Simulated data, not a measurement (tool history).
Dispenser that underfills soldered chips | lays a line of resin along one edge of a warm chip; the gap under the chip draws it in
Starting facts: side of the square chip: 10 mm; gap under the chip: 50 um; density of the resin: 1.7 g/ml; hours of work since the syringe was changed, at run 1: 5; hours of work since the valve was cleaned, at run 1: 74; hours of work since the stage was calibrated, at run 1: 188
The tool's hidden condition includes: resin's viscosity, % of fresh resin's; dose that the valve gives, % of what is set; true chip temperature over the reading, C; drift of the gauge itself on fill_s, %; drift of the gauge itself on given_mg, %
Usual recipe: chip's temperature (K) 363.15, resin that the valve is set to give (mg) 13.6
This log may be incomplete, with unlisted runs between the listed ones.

run,hour,chip's temperature (K),resin that the valve is set to give (mg),hours of work since the syringe was changed,hours of work since the valve was cleaned,hours of work since the stage was calibrated,time until the resin shows at the far edge (s),resin that the valve gave (mg)
1,0,363.15,13.6,5,74,188,96.4,12.92
# hour 1.4: new syringe of resin
# hour 10: new syringe of resin
2,10.4,363.15,14.5,0,81,195,71.7,13.83
# hour 17.7: new syringe of resin
3,17.7,363.15,14.5,0,86,200,71.7,13.73
4,23.9,363.15,14.5,4,90,204,91.2,13.66
# hour 26: new syringe of resin
# hour 33.9: new syringe of resin
5,38.4,363.15,13.6,3,100,214,85.8,12.74
# hour 42.4: new syringe of resin
6,48.4,363.15,13.6,4,107,221,92.3,12.68
# hour 51.2: new syringe of resin
# hour 57.7: dispensing valve cleaned and set on the balance
# hour 60.1: new syringe of resin
7,63.7,363.15,13.6,3,4,231,83.4,13.55
# hour 68.1: new syringe of resin
8,74.7,363.15,13.6,5,12,239,94.6,13.48
# hour 75.9: new syringe of resin
9,82.8,363.15,13.6,5,17,244,94,13.42
# hour 84.2: new syringe of resin
10,89.4,363.15,13.6,4,22,249,86.5,13.52
# hour 92.2: new syringe of resin
# hour 99.9: new syringe of resin
11,99.9,363.15,11.9,0,29,256,71.2,11.64
# hour 107.8: new syringe of resin
12,114.2,363.15,15,5,39,266,92.7,14.72
# hour 116.2: new syringe of resin
# hour 124.3: new syringe of resin
13,124.3,363.15,13.6,0,46,272,72.1,13.3
# hour 132.3: new syringe of resin
14,133.4,365.15,13.6,1,52,279,69.2,13.21
# hour 140: new syringe of resin
15,141.2,365.15,13.6,1,57,284,73.5,13.1
# hour 147.9: new syringe of resin
16,149.4,363.15,13.6,1,63,290,74.6,13.09
# hour 156.2: new syringe of resin
17,162.1,363.15,13.6,4,72,298,91.7,12.94
# hour 164.8: new syringe of resin
# hour 173.4: new syringe of resin
18,174.8,376.15,13.1,1,80,307,52.1,12.42
# hour 181.3: new syringe of resin
19,181.3,362.15,16.3,0,85,312,70,15.45
# hour 189.2: new syringe of resin
20,192.8,351.15,12.5,3,93,320,121.9,11.77
# hour 197.8: new syringe of resin
# hour 205.6: new syringe of resin
21,205.7,351.15,12.5,0,101,328,105.4,11.73
# hour 214.1: new syringe of resin
22,219.1,350.15,15.6,4,111,338,126.1,14.52
# hour 222.2: dispensing valve cleaned and set on the balance
# hour 223.4: new syringe of resin
23,226.6,354.15,13.6,2,3,342,104.9,13.51
# hour 232: new syringe of resin
24,238.4,372.15,12.7,5,11,350,72.7,12.6
# hour 239.8: new syringe of resin
25,246.8,366.15,16.6,5,17,356,85.3,16.36
# hour 247.8: new syringe of resin
26,255,351.15,12.4,5,22,362,140,12.2
# hour 256.6: new syringe of resin
# hour 264.9: new syringe of resin
27,266.1,351.15,12.4,1,30,369,109.4,12.2
# hour 272.7: new syringe of resin
28,272.7,369.15,13.8,0,34,374,59.4,13.45
29,279.8,378.15,12.7,5,39,379,63.8,12.34
# hour 280.8: new syringe of resin
# hour 288.7: new syringe of resin
30,289,356.15,12.9,0,46,385,88.6,12.54
31,295.4,356.15,16.2,5,50,389,113.4,15.65
# hour 296.9: new syringe of resin
# hour 304.9: new syringe of resin
32,304.9,356.15,16.2,0,57,396,82.6,15.67
# hour 312.7: new syringe of resin
33,312.7,363.15,13.9,0,62,401,71.6,13.38
# hour 321: new syringe of resin
34,322.9,357.15,13.9,1,69,408,92.5,13.22

Table of differences, measured result less the result of that run with no hidden state. Run-to-run variation is the same in both. Gauge scatter possibly is not:
run,time until the resin shows at the far edge (s),resin that the valve gave (mg)
1,+24.2,-0.62
2,-0.6,-0.73
3,-1.3,-0.77
4,+19.3,-0.82
5,+13.3,-0.86
6,+18.4,-0.91
7,+9.8,-0.04
8,+21.7,-0.1
9,+21.3,-0.15
10,+14.3,-0.19
11,-1.4,-0.22
12,+19.5,-0.37
13,-0.8,-0.39
14,+1.2,-0.45
15,+3.1,-0.5
16,+2.3,-0.55
17,+18.4,-0.62
18,+1.6,-0.67
19,-2.7,-0.88
20,+16.4,-0.74
21,+0.1,-0.81
22,+19.6,-1.11
23,+10.7,-0.03
24,+15.8,-0.09
25,+19.1,-0.18
26,+34.1,-0.18
27,+3.5,-0.23
28,-2.1,-0.29
29,+14.4,-0.31
30,-0.9,-0.37
31,+25.3,-0.51
32,-4,-0.58
33,-1.3,-0.54
34,+4.3,-0.6

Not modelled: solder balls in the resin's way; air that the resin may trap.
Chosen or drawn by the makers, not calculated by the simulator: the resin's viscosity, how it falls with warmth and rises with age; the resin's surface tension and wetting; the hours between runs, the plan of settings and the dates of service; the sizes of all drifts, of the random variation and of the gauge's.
